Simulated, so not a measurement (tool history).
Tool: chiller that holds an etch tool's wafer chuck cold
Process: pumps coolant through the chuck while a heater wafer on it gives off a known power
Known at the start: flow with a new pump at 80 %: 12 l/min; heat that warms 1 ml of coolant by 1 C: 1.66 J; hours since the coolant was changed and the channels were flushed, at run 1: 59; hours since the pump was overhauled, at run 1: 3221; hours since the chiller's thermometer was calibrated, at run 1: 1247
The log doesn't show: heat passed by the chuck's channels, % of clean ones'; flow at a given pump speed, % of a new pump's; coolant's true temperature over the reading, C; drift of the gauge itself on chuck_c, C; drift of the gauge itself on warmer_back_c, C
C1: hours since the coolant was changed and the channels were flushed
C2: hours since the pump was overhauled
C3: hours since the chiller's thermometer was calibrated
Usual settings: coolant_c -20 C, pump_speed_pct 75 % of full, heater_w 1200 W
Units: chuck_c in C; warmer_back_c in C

Run 1, day 0: usual settings; C1 59; C2 3221; C3 1247. Result: chuck_c -9.3 C, warmer_back_c 3.84 C.
Run 2, day 3.221: usual settings; C1 136; C2 3298; C3 1324. Result: chuck_c -9.4 C, warmer_back_c 3.87 C.
Run 3, day 5.538: usual settings but coolant_c -15 C; C1 192; C2 3354; C3 1380. Result: chuck_c -4.4 C, warmer_back_c 3.85 C.
Run 4, day 8.308: usual settings; C1 258; C2 3420; C3 1446. Result: chuck_c -9.5 C, warmer_back_c 3.83 C.
Run 5, day 11.842: usual settings; C1 343; C2 3505; C3 1531. Result: chuck_c -9.4 C, warmer_back_c 3.92 C.
Run 6, day 13.975: usual settings but coolant_c -29 C; C1 394; C2 3556; C3 1582. Result: chuck_c -18.2 C, warmer_back_c 3.91 C.
Run 7, day 15.754: usual settings; C1 437; C2 3599; C3 1625. Result: chuck_c -9.4 C, warmer_back_c 3.9 C.
Run 8, day 19.5: usual settings; C1 527; C2 3689; C3 1715. Result: chuck_c -9.4 C, warmer_back_c 3.91 C.
Run 9, day 22.488: usual settings but pump_speed_pct 85 % of full; C1 599; C2 3761; C3 1786. Result: chuck_c -10.2 C, warmer_back_c 3.52 C.
Run 10, day 24.275: usual settings but pump_speed_pct 85 % of full; C1 642; C2 3804; C3 1829. Result: chuck_c -10.2 C, warmer_back_c 3.49 C.
Run 11, day 26.912: usual settings but pump_speed_pct 85 % of full, heater_w 1176 W; C1 705; C2 3867; C3 1893. Result: chuck_c -10.3 C, warmer_back_c 3.33 C.
Run 12, day 28.721: usual settings but pump_speed_pct 85 % of full, heater_w 1176 W; C1 748; C2 3910; C3 1936. Result: chuck_c -10.4 C, warmer_back_c 3.38 C.
Run 13, day 31.038: usual settings; C1 804; C2 3966; C3 1992. Result: chuck_c -9.4 C, warmer_back_c 3.99 C.
Run 14, day 34.679: usual settings; C1 891; C2 4053; C3 2079. Result: chuck_c -9.4 C, warmer_back_c 3.92 C.

The next listed run, before its measurement:
At day 35.95: chiller's thermometer calibrated.
Run 15, day 36.662: usual settings but pump_speed_pct 77 % of full; C1 938; C2 4100; C3 17. Result: chuck_c ?, warmer_back_c ?.

chuck_c: -9.7 C
warmer_back_c: 3.8 C
Without the tool's hidden state the same run would have given chuck_c -9.7 C, warmer_back_c 3.71 C.

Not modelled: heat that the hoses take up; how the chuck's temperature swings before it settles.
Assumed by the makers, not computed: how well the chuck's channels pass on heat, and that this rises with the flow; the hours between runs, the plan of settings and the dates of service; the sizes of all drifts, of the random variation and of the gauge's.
